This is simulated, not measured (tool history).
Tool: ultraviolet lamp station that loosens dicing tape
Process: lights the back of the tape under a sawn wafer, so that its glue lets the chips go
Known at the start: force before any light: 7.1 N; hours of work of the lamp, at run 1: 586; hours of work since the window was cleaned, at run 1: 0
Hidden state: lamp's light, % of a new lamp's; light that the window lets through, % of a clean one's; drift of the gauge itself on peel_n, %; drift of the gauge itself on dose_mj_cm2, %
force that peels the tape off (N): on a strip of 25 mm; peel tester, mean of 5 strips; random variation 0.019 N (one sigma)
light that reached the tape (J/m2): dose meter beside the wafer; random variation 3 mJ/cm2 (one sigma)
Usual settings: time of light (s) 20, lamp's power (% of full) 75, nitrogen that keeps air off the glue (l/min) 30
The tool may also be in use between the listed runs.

| run | day | time of light (s) | lamp's power (% of full) | nitrogen that keeps air off the glue (l/min) | hours of work of the lamp | hours of work since the window was cleaned | force that peels the tape off (N) | light that reached the tape (J/m2) |
|---|---|---|---|---|---|---|---|---|
| 1 | 0 | 20 | 75 | 30 | 586 | 0 | 1.634 | 3270 |
| 2 | 3.296 | 26 | 75 | 30 | 649 | 63 | 1.128 | 4060 |
| 3 | 6.879 | 26 | 75 | 30 | 717 | 131 | 1.219 | 3850 |
| 4 | 11.042 | 26 | 75 | 30 | 796 | 210 | 1.394 | 3570 |
| 5 | 15.179 | 26 | 75 | 30 | 875 | 288 | 1.567 | 3290 |
|  | 16.775 | lamp changed |
| 6 | 18.912 | 20 | 75 | 30 | 41 | 359 | 1.167 | 3960 |
| 7 | 21.654 | 20 | 82 | 30 | 93 | 411 | 1.087 | 4160 |
|  | 23.067 | window cleaned of glue's vapour |
| 8 | 24.188 | 20 | 75 | 30 | 140 | 21 | 1.472 | 3440 |
| 9 | 25.883 | 18 | 75 | 30 | 173 | 54 | 1.753 | 3030 |
| 10 | 27.667 | 20 | 75 | 30 | 207 | 87 | 1.625 | 3280 |
| 11 | 31.362 | 31 | 75 | 30 | 277 | 158 | 0.849 | 4810 |
| 12 | 33.792 | 31 | 75 | 30 | 323 | 204 | 0.932 | 4580 |
| 13 | 37.462 | 31 | 75 | 30 | 393 | 274 | 0.988 | 4370 |
| 14 | 40.017 | 31 | 75 | 30 | 441 | 322 | 1.096 | 4160 |
|  | 41.596 | window cleaned of glue's vapour, once more |
| 15 | 41.796 | 33 | 75 | 30 | 475 | 4 | 0.521 | 5790 |
| 16 | 44.867 | 20 | 75 | 14 | 533 | 62 | 2.009 | 3300 |
| 17 | 46.55 | 20 | 75 | 14 | 565 | 94 | 2.008 | 3160 |
| 18 | 49.021 | 20 | 75 | 30 | 612 | 141 | 1.755 | 3090 |
| 19 | 51.846 | 20 | 75 | 30 | 666 | 195 | 1.877 | 2900 |
| 20 | 54.138 | 20 | 75 | 30 | 709 | 238 | 1.969 | 2800 |
| 21 | 55.95 | 30 | 75 | 30 | 744 | 273 | 1.071 | 4090 |
| 22 | 59.004 | 20 | 84 | 46 | 802 | 331 | 1.708 | 2870 |
| 23 | 62.775 | 20 | 84 | 46 | 873 | 402 | 1.955 | 2710 |
|  | 64.508 | lamp changed |
|  | 64.529 | window cleaned of glue's vapour |
| 24 | 65.021 | 20 | 100 | 12 | 9 | 9 | 0.791 | 5900 |
| 25 | 68.521 | 20 | 75 | 15 | 76 | 76 | 1.375 | 4240 |
| 26 | 70.996 | 22 | 61 | 30 | 123 | 123 | 1.389 | 3650 |
| 27 | 74.671 | 22 | 61 | 30 | 193 | 193 | 1.529 | 3470 |
| 28 | 77.5 | 26 | 61 | 22 | 246 | 246 | 1.271 | 3930 |
| 29 | 80.35 | 11 | 75 | 49 | 301 | 301 | 2.596 | 1960 |
| 30 | 82.15 | 11 | 99 | 49 | 335 | 335 | 2.066 | 2520 |
| 31 | 84.608 | 20 | 62 | 56 | 382 | 382 | 1.832 | 2770 |
|  | 87.358 | window cleaned of glue's vapour |
| 32 | 87.65 | 37 | 67 | 13 | 439 | 6 | 0.774 | 5820 |
| 33 | 89.35 | 20 | 79 | 20 | 471 | 38 | 1.487 | 3700 |
| 34 | 91.579 | 26 | 75 | 11 | 514 | 80 | 1.463 | 4270 |

Run 35 comes next. What will it give?
| 35 | 95.079 | 18 | 81 | 14 | 580 | 147 | ? | ? |

{"run 35": {"force that peels the tape off (N)": 2.248, "light that reached the tape (J/m2)": 3090}}
Without the tool's hidden state the same run would have given force that peels the tape off (N) 1.371, light that reached the tape (J/m2) 4420.

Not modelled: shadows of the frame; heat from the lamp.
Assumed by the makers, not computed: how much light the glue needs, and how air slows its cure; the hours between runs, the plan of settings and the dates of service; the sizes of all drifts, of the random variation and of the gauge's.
